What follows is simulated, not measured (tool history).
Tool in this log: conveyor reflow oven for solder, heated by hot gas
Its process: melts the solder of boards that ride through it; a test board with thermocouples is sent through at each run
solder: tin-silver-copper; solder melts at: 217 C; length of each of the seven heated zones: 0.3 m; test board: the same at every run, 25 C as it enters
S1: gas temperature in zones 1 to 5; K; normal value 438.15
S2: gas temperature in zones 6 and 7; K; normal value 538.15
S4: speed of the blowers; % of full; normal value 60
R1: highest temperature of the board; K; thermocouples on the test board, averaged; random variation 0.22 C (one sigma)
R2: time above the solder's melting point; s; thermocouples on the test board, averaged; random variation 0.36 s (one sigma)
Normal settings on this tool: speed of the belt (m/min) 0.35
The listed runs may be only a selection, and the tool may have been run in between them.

{"run": 1, "hour": 0.0, "S1": 438.15, "S2": 538.15, "speed of the belt (m/min)": 0.35, "S4": 60, "R1": 520.85, "R2": 68.5}
{"run": 2, "hour": 9.3, "S1": 438.15, "S2": 538.15, "speed of the belt (m/min)": 0.35, "S4": 60, "R1": 520.85, "R2": 68.7}
{"run": 3, "hour": 22.1, "S1": 438.15, "S2": 538.15, "speed of the belt (m/min)": 0.35, "S4": 60, "R1": 520.95, "R2": 68.7}
{"run": 4, "hour": 30.0, "S1": 438.15, "S2": 538.15, "speed of the belt (m/min)": 0.35, "S4": 60, "R1": 521.05, "R2": 68}
{"run": 5, "hour": 37.9, "S1": 438.15, "S2": 538.15, "speed of the belt (m/min)": 0.354, "S4": 60, "R1": 520.85, "R2": 67.4}
{"run": 6, "hour": 48.0, "S1": 438.15, "S2": 538.15, "speed of the belt (m/min)": 0.354, "S4": 60, "R1": 520.25, "R2": 67.2}
{"run": 7, "hour": 53.4, "S1": 438.15, "S2": 538.15, "speed of the belt (m/min)": 0.354, "S4": 60, "R1": 520.65, "R2": 66.6}
{"run": 8, "hour": 60.9, "S1": 438.15, "S2": 538.15, "speed of the belt (m/min)": 0.354, "S4": 60, "R1": 520.05, "R2": 67.2}
{"run": 9, "hour": 67.3, "S1": 438.15, "S2": 538.15, "speed of the belt (m/min)": 0.35, "S4": 90, "R1": 524.75, "R2": 74.4}
{"run": 10, "hour": 74.5, "S1": 438.15, "S2": 538.15, "speed of the belt (m/min)": 0.35, "S4": 90, "R1": 525.05, "R2": 74.1}
{"run": 11, "hour": 85.3, "S1": 438.15, "S2": 538.15, "speed of the belt (m/min)": 0.35, "S4": 90, "R1": 524.55, "R2": 73.8}
{"run": 12, "hour": 94.4, "S1": 438.15, "S2": 538.15, "speed of the belt (m/min)": 0.35, "S4": 82, "R1": 523.65, "R2": 72.6}
{"run": 13, "hour": 100.9, "S1": 438.15, "S2": 538.15, "speed of the belt (m/min)": 0.35, "S4": 60, "R1": 521.15, "R2": 68.1}
{"run": 14, "hour": 107.6, "S1": 438.15, "S2": 538.15, "speed of the belt (m/min)": 0.35, "S4": 58, "R1": 520.15, "R2": 67.6}
{"run": 15, "hour": 119.5, "S1": 438.15, "S2": 538.15, "speed of the belt (m/min)": 0.35, "S4": 58, "R1": 520.45, "R2": 68}
{"run": 16, "hour": 127.5, "S1": 440.15, "S2": 540.15, "speed of the belt (m/min)": 0.29, "S4": 57, "R1": 527.75, "R2": 95.2}
{"run": 17, "hour": 134.3, "S1": 438.15, "S2": 548.15, "speed of the belt (m/min)": 0.297, "S4": 79, "R1": 537.35, "R2": 100.1}
{"run": 18, "hour": 144.8, "S1": 438.15, "S2": 550.15, "speed of the belt (m/min)": 0.33, "S4": 64, "R1": 534.15, "R2": 86.9}
{"run": 19, "hour": 156.5, "S1": 438.15, "S2": 550.15, "speed of the belt (m/min)": 0.33, "S4": 64, "R1": 533.85, "R2": 86.8}
{"run": 20, "hour": 166.3, "S1": 438.15, "S2": 550.15, "speed of the belt (m/min)": 0.33, "S4": 64, "R1": 533.95, "R2": 86.3}
{"run": 21, "hour": 173.4, "S1": 432.15, "S2": 529.15, "speed of the belt (m/min)": 0.35, "S4": 60, "R1": 511.65, "R2": 53.1}
{"run": 22, "hour": 181.3, "S1": 433.15, "S2": 549.15, "speed of the belt (m/min)": 0.321, "S4": 60, "R1": 532.65, "R2": 86}
{"run": 23, "hour": 187.6, "S1": 427.15, "S2": 529.15, "speed of the belt (m/min)": 0.28, "S4": 87, "R1": 520.85, "R2": 86}
{"run": 24, "hour": 193.1, "S1": 427.15, "S2": 531.15, "speed of the belt (m/min)": 0.28, "S4": 87, "R1": 522.05, "R2": 88.1}
{"run": 25, "hour": 201.0, "S1": 427.15, "S2": 531.15, "speed of the belt (m/min)": 0.28, "S4": 87, "R1": 522.35, "R2": 87.3}
{"run": 26, "hour": 209.1, "S1": 427.15, "S2": 531.15, "speed of the belt (m/min)": 0.28, "S4": 87, "R1": 522.15, "R2": 88.8}
{"run": 27, "hour": 220.9, "S1": 427.15, "S2": 531.15, "speed of the belt (m/min)": 0.28, "S4": 87, "R1": 521.75, "R2": 88.5}
{"run": 28, "hour": 228.9, "S1": 427.15, "S2": 531.15, "speed of the belt (m/min)": 0.28, "S4": 87, "R1": 522.05, "R2": 87.9}
{"run": 29, "hour": 236.5, "S1": 438.15, "S2": 532.15, "speed of the belt (m/min)": 0.35, "S4": 54, "R1": 513.75, "R2": 59.3}
{"run": 30, "hour": 245.9, "S1": 438.15, "S2": 539.15, "speed of the belt (m/min)": 0.415, "S4": 52, "R1": 513.15, "R2": 45.1}

Predict each of these 3 candidate next runs independently; none follows another, all start after run 30:
{"run": "A", "hour": 256.9, "S1": 446.15, "S2": 549.15, "speed of the belt (m/min)": 0.35, "S4": 68, "R1": "?", "R2": "?"}
{"run": "B", "hour": 256.9, "S1": 438.15, "S2": 539.15, "speed of the belt (m/min)": 0.415, "S4": 70, "R1": "?", "R2": "?"}
{"run": "C", "hour": 256.9, "S1": 427.15, "S2": 539.15, "speed of the belt (m/min)": 0.415, "S4": 52, "R1": "?", "R2": "?"}

run=A R1=533.25 R2=83.1
run=B R1=516.45 R2=51.6
run=C R1=509.95 R2=38.1
Without the tool's hidden state the same runs would have given:
run=A R1=535.45 R2=85
run=B R1=519.35 R2=55.4
run=C R1=512.85 R2=42.4
